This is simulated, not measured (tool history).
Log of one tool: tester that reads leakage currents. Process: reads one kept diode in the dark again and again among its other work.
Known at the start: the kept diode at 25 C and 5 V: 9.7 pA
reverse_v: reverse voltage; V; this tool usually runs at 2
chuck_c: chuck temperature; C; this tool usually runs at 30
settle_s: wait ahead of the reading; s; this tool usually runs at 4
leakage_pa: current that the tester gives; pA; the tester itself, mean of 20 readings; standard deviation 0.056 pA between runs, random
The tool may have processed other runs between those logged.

run    hour  reverse_v  chuck_c  settle_s  leakage_pa
  1       0          2       30         4        8.73
  2    48.8          2       30         4        8.67
  3    81.3          2       30         4        8.72
  4   112.7          2       30         4         8.7
  5   158.9          2       30         4         8.7
  6   191.3          2       30         4        8.73
  7   220.2          2       30       0.4        9.93
  8   273.3          2       30       0.4        9.81
  9   318.4          2       30       0.4        9.89
 10   383.4          2       30       0.4        9.77
 11   410.6          2       37         4       15.07
 12   439.2          2       46         4       29.55
 13   478.3          2       46         4       29.51
 14   516.6          2       46         4       29.73
 15   572.3          2       46         4       29.44
 16   600.6          2       46         4       29.68
 17   657.5          2       30      0.56        9.55
 18   684.8        2.8       25      2.56        7.27
 19   726.9        2.8       25      2.56        7.22
 20   768.4       3.31       38      7.66       21.89
 21   809.8       3.31       38      7.66       22.08
 22   849.3       3.31       38      7.66       21.87
 23   894.4          2       30      4.95        8.77
 24   961.2      11.49       33      4.95       31.45
 25  1012.7       2.71       30      6.37       10.41
 26    1073      19.22       39      0.64       74.88
 27  1118.4      19.22       39      0.64        75.1
 28    1171       7.86       30      6.27        19.7
 29  1218.3        3.7       53      0.96       71.01
 30  1270.3        3.7       53      0.96       71.07
 31    1300        3.7       53      0.82       71.37
 32  1358.4        3.7       53      0.82       71.94
 33  1388.8      13.87       30      3.95       28.15

Removed from this log: 1 entry logged between the listed runs. Between which two listed runs does each belong, and how does the tool's hidden state at the listed run before it compare with that at the listed run after it?
Runs 31 to 32: chuck's temperature calibrated (hour 1316.9)
  no hidden state differs between the two runs
